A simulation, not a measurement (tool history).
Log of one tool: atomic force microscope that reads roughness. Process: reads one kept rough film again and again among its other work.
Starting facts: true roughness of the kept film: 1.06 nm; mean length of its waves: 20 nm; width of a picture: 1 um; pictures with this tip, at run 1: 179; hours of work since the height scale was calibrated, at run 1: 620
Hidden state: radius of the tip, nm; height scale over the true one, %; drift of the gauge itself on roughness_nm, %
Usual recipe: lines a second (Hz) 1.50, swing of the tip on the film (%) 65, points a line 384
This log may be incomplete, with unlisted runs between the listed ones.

run,hour,lines a second (Hz),swing of the tip on the film (%),points a line,pictures with this tip,hours of work since the height scale was calibrated,roughness of the kept film (nm (root mean square))
1,0.0,1.50,65,384,179,620,0.918
2,52.9,1.50,65,384,234,652,0.911
3,104.3,1.10,65,384,287,684,0.932
4,170.9,1.50,66,384,356,724,0.915
# hour 200.0: new tip fitted
5,216.4,1.50,66,384,16,751,0.927
6,273.6,1.50,65,384,76,786,0.931
7,329.2,1.50,65,384,133,819,0.920
8,384.9,1.50,65,384,191,853,0.922
9,413.5,1.50,65,384,220,871,0.921
10,449.9,1.50,73,384,258,893,0.896
11,510.6,1.50,73,384,321,929,0.895
12,555.1,1.50,73,384,367,956,0.895
# hour 578.3: new tip fitted
13,622.7,1.50,73,384,46,997,0.894
14,683.5,1.50,73,384,109,1034,0.897
15,734.1,1.50,68,257,161,1065,0.897
16,791.1,0.92,80,840,220,1099,0.910
17,822.0,1.06,57,384,252,1118,0.951
18,851.2,1.06,57,384,282,1135,0.943
19,908.4,1.06,57,384,341,1170,0.945
# hour 951.2: new tip fitted
20,951.2,1.06,57,356,0,1196,0.947
21,992.9,1.76,83,399,43,1221,0.836
22,1048.7,1.76,83,399,101,1255,0.836
23,1118.1,0.94,85,919,173,1297,0.900
24,1180.6,0.86,69,483,237,1335,0.933
25,1239.1,0.86,69,541,298,1370,0.932

Predict each of these 4 candidate next runs independently; none follows another, all start after run 25:
A,1298.3,1.17,65,384,359,1406,?
B,1298.3,3.68,65,384,359,1406,?
C,1298.3,0.63,65,554,359,1406,?
D,1298.3,1.80,89,979,359,1406,?

run,roughness of the kept film (nm (root mean square))
A,0.926
B,0.853
C,0.958
D,0.798
Take away the tool's hidden state, keep each run's random variation, and the runs would have read:
run,roughness of the kept film (nm (root mean square))
A,0.929
B,0.856
C,0.962
D,0.802
